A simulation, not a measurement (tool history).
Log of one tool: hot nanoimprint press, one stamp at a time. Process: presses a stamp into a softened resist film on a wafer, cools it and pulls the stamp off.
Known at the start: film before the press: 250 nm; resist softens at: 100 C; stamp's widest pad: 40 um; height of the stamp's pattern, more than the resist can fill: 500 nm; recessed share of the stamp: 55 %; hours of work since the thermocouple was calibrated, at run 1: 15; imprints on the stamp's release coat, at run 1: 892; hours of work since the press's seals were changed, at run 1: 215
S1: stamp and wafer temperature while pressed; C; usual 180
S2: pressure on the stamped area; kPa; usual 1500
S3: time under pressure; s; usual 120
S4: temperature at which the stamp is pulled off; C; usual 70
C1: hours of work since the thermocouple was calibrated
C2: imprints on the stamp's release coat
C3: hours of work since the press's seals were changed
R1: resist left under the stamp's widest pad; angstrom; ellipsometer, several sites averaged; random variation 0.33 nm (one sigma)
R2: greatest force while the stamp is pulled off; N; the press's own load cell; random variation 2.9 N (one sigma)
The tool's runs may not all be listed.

run,hour,S1,S2,S3,S4,C1,C2,C3,R1,R2
1,0.0,180,1500,120,70,15,892,215,1331,175
2,10.4,180,1500,120,70,23,945,222,1338,185
3,19.2,180,1500,120,70,29,990,228,1335,182
4,23.8,180,1500,120,70,33,1014,232,1339,183
5,34.5,180,1500,120,69,40,1068,239,1342,198
6,40.7,180,1500,120,70,45,1100,244,1340,187
# hour 44.4: plate thermocouple calibrated
7,51.2,180,1500,224,70,5,1138,249,1112,191

The next listed run, before its measurement:
8,61.3,180,1500,224,70,12,1189,257,?,?

R1: 1107 angstrom
R2: 189 N
Without the tool's hidden state the same run would have given R1 1092 angstrom, R2 133 N.
